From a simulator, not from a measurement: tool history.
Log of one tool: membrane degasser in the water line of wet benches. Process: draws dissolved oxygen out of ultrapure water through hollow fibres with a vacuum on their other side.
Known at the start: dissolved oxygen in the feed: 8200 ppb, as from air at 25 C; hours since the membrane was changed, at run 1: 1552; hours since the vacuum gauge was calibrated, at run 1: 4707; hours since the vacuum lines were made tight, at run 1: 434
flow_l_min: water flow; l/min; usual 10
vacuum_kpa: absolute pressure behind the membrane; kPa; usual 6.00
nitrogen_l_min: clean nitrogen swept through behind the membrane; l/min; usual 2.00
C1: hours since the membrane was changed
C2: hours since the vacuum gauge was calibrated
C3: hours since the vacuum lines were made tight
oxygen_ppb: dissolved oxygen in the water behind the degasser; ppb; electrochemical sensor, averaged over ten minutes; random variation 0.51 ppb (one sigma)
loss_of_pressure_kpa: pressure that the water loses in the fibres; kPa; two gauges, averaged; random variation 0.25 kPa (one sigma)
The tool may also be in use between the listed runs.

Run 1, day 0.000: usual settings; C1 1552; C2 4707; C3 434. Result: oxygen_ppb 41.2 ppb, loss_of_pressure_kpa 68.83 kPa.
Run 2, day 2.988: usual settings but vacuum_kpa 10.61 kPa; C1 1624; C2 4779; C3 506. Result: oxygen_ppb 96.0 ppb, loss_of_pressure_kpa 68.74 kPa.
Run 3, day 5.642: usual settings but vacuum_kpa 4.95 kPa; C1 1688; C2 4842; C3 569. Result: oxygen_ppb 27.8 ppb, loss_of_pressure_kpa 68.94 kPa.
Run 4, day 7.300: usual settings but vacuum_kpa 4.95 kPa; C1 1728; C2 4882; C3 609. Result: oxygen_ppb 28.4 ppb, loss_of_pressure_kpa 68.40 kPa.
At day 7.621: vacuum gauge calibrated.
Run 5, day 9.704: usual settings but vacuum_kpa 4.95 kPa; C1 1785; C2 50; C3 666. Result: oxygen_ppb 28.4 ppb, loss_of_pressure_kpa 68.66 kPa.
Run 6, day 12.129: usual settings but vacuum_kpa 4.95 kPa; C1 1843; C2 108; C3 725. Result: oxygen_ppb 28.6 ppb, loss_of_pressure_kpa 68.15 kPa.
Run 7, day 14.392: usual settings but flow_l_min 8 l/min; C1 1897; C2 162; C3 779. Result: oxygen_ppb 29.2 ppb, loss_of_pressure_kpa 54.97 kPa.
Run 8, day 16.408: usual settings but flow_l_min 8 l/min; C1 1946; C2 211; C3 827. Result: oxygen_ppb 30.5 ppb, loss_of_pressure_kpa 55.26 kPa.
Run 9, day 19.400: usual settings but flow_l_min 8 l/min; C1 2017; C2 283; C3 899. Result: oxygen_ppb 29.5 ppb, loss_of_pressure_kpa 54.91 kPa.
Run 10, day 22.229: usual settings but flow_l_min 8 l/min; C1 2085; C2 351; C3 967. Result: oxygen_ppb 29.5 ppb, loss_of_pressure_kpa 54.69 kPa.
Run 11, day 25.779: usual settings but flow_l_min 8 l/min; C1 2171; C2 436; C3 1052. Result: oxygen_ppb 29.7 ppb, loss_of_pressure_kpa 54.97 kPa.
Run 12, day 27.758: usual settings but flow_l_min 8 l/min; C1 2218; C2 483; C3 1100. Result: oxygen_ppb 29.4 ppb, loss_of_pressure_kpa 55.11 kPa.
Run 13, day 30.438: usual settings but flow_l_min 8 l/min; C1 2282; C2 548; C3 1164. Result: oxygen_ppb 29.9 ppb, loss_of_pressure_kpa 54.61 kPa.
Run 14, day 33.742: usual settings; C1 2362; C2 627; C3 1243. Result: oxygen_ppb 41.1 ppb, loss_of_pressure_kpa 68.35 kPa.
Run 15, day 36.233: usual settings but vacuum_kpa 6.50 kPa; C1 2422; C2 687; C3 1303. Result: oxygen_ppb 47.2 ppb, loss_of_pressure_kpa 68.59 kPa.
Run 16, day 39.662: usual settings but vacuum_kpa 6.50 kPa; C1 2504; C2 769; C3 1385. Result: oxygen_ppb 47.1 ppb, loss_of_pressure_kpa 68.86 kPa.
Run 17, day 42.771: usual settings but vacuum_kpa 6.50 kPa; C1 2578; C2 844; C3 1460. Result: oxygen_ppb 46.7 ppb, loss_of_pressure_kpa 68.97 kPa.
Run 18, day 44.317: usual settings but flow_l_min 6 l/min, vacuum_kpa 4.79 kPa, nitrogen_l_min 4.86 l/min; C1 2615; C2 881; C3 1497. Result: oxygen_ppb 5.3 ppb, loss_of_pressure_kpa 41.04 kPa.
Run 19, day 46.496: usual settings but flow_l_min 13 l/min, vacuum_kpa 9.71 kPa, nitrogen_l_min 1.06 l/min; C1 2668; C2 933; C3 1549. Result: oxygen_ppb 202.2 ppb, loss_of_pressure_kpa 89.09 kPa.
Run 20, day 49.054: usual settings but flow_l_min 15 l/min, vacuum_kpa 4.24 kPa, nitrogen_l_min 1.94 l/min; C1 2729; C2 994; C3 1611. Result: oxygen_ppb 59.9 ppb, loss_of_pressure_kpa 103.19 kPa.
Run 21, day 52.088: usual settings but flow_l_min 9 l/min, vacuum_kpa 7.29 kPa, nitrogen_l_min 3.03 l/min; C1 2802; C2 1067; C3 1684. Result: oxygen_ppb 34.2 ppb, loss_of_pressure_kpa 61.78 kPa.
Run 22, day 54.517: usual settings but flow_l_min 7 l/min, vacuum_kpa 7.29 kPa, nitrogen_l_min 3.19 l/min; C1 2860; C2 1126; C3 1742. Result: oxygen_ppb 23.5 ppb, loss_of_pressure_kpa 48.56 kPa.
Run 23, day 56.675: usual settings but flow_l_min 12 l/min, vacuum_kpa 4.64 kPa, nitrogen_l_min 0.89 l/min; C1 2912; C2 1177; C3 1794. Result: oxygen_ppb 61.6 ppb, loss_of_pressure_kpa 82.47 kPa.
Run 24, day 59.721: usual settings but vacuum_kpa 3.60 kPa; C1 2985; C2 1250; C3 1867. Result: oxygen_ppb 11.8 ppb, loss_of_pressure_kpa 69.17 kPa.
Run 25, day 63.175: usual settings but flow_l_min 14 l/min, vacuum_kpa 7.32 kPa, nitrogen_l_min 3.90 l/min; C1 3068; C2 1333; C3 1950. Result: oxygen_ppb 67.9 ppb, loss_of_pressure_kpa 95.91 kPa.
Run 26, day 65.458: usual settings but flow_l_min 14 l/min, vacuum_kpa 7.32 kPa, nitrogen_l_min 3.90 l/min; C1 3123; C2 1388; C3 2004. Result: oxygen_ppb 67.0 ppb, loss_of_pressure_kpa 95.74 kPa.
Run 27, day 67.146: usual settings but flow_l_min 14 l/min, vacuum_kpa 7.32 kPa, nitrogen_l_min 3.90 l/min; C1 3163; C2 1429; C3 2045. Result: oxygen_ppb 66.3 ppb, loss_of_pressure_kpa 95.87 kPa.
Run 28, day 68.667: usual settings but flow_l_min 14 l/min, vacuum_kpa 7.32 kPa, nitrogen_l_min 3.90 l/min; C1 3200; C2 1465; C3 2081. Result: oxygen_ppb 66.7 ppb, loss_of_pressure_kpa 95.85 kPa.
Run 29, day 70.808: usual settings but vacuum_kpa 14.80 kPa; C1 3251; C2 1516; C3 2133. Result: oxygen_ppb 145.4 ppb, loss_of_pressure_kpa 68.73 kPa.
Run 30, day 73.392: usual settings but flow_l_min 11 l/min, vacuum_kpa 14.80 kPa; C1 3313; C2 1578; C3 2195. Result: oxygen_ppb 162.2 ppb, loss_of_pressure_kpa 75.67 kPa.
Run 31, day 76.675: usual settings but flow_l_min 11 l/min, vacuum_kpa 14.80 kPa; C1 3392; C2 1657; C3 2274. Result: oxygen_ppb 159.8 ppb, loss_of_pressure_kpa 75.87 kPa.
Run 32, day 80.096: usual settings but flow_l_min 11 l/min, vacuum_kpa 3.74 kPa, nitrogen_l_min 3.95 l/min; C1 3474; C2 1739; C3 2356. Result: oxygen_ppb 14.6 ppb, loss_of_pressure_kpa 75.80 kPa.

Hidden state at the last listed run before each entry between runs and at the first one after, where it differs:
Between runs 4 and 5: vacuum gauge calibrated (day 7.621)
  no hidden state differs between the two runs

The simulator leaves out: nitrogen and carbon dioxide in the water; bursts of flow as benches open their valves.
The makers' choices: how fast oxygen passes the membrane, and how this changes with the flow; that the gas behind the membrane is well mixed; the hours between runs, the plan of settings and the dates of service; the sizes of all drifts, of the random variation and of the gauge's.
